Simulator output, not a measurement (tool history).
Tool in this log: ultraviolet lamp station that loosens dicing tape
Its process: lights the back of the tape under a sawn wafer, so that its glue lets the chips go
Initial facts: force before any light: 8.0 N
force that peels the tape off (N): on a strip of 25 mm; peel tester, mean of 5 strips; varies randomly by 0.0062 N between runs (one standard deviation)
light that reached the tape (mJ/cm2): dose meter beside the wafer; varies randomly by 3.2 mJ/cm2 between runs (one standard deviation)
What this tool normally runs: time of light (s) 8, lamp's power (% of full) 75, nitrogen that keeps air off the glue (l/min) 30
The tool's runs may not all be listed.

| run | hour | time of light (s) | lamp's power (% of full) | nitrogen that keeps air off the glue (l/min) | force that peels the tape off (N) | light that reached the tape (mJ/cm2) |
|---|---|---|---|---|---|---|
| 1 | 0 | 8 | 75 | 30 | 0.209 | 474 |
| 2 | 13 | 8 | 94 | 30 | 0.111 | 596 |
| 3 | 30.1 | 8 | 75 | 30 | 0.219 | 475 |
| 4 | 40.1 | 8 | 75 | 30 | 0.219 | 469 |
| 5 | 51.6 | 8 | 75 | 30 | 0.213 | 471 |
| 6 | 59.8 | 6 | 75 | 30 | 0.499 | 351 |
| 7 | 67.4 | 6 | 75 | 30 | 0.497 | 352 |
| 8 | 74.6 | 8 | 75 | 34 | 0.2 | 466 |
| 9 | 88 | 8 | 75 | 34 | 0.194 | 468 |
| 10 | 102.5 | 8 | 75 | 30 | 0.234 | 465 |
| 11 | 109.8 | 8 | 75 | 30 | 0.217 | 461 |
| 12 | 117.2 | 8 | 75 | 30 | 0.227 | 474 |
| 13 | 126 | 8 | 75 | 30 | 0.231 | 463 |
| 14 | 140.8 | 8 | 75 | 30 | 0.226 | 461 |
| 15 | 150 | 8 | 75 | 30 | 0.228 | 470 |
| 16 | 162.8 | 8 | 75 | 29 | 0.258 | 459 |
| 17 | 171.6 | 8 | 75 | 29 | 0.239 | 458 |
| 18 | 182.8 | 7 | 75 | 30 | 0.356 | 404 |
| 19 | 197.1 | 7 | 75 | 30 | 0.382 | 401 |

Run 20 has not been measured yet. What should we expect?
| 20 | 209.3 | 4 | 84 | 28 | ? | ? |

force that peels the tape off (N): 1.072
light that reached the tape (mJ/cm2): 250
With no hidden state in the tool, this same run would have given force that peels the tape off (N) 0.893, light that reached the tape (mJ/cm2) 275.
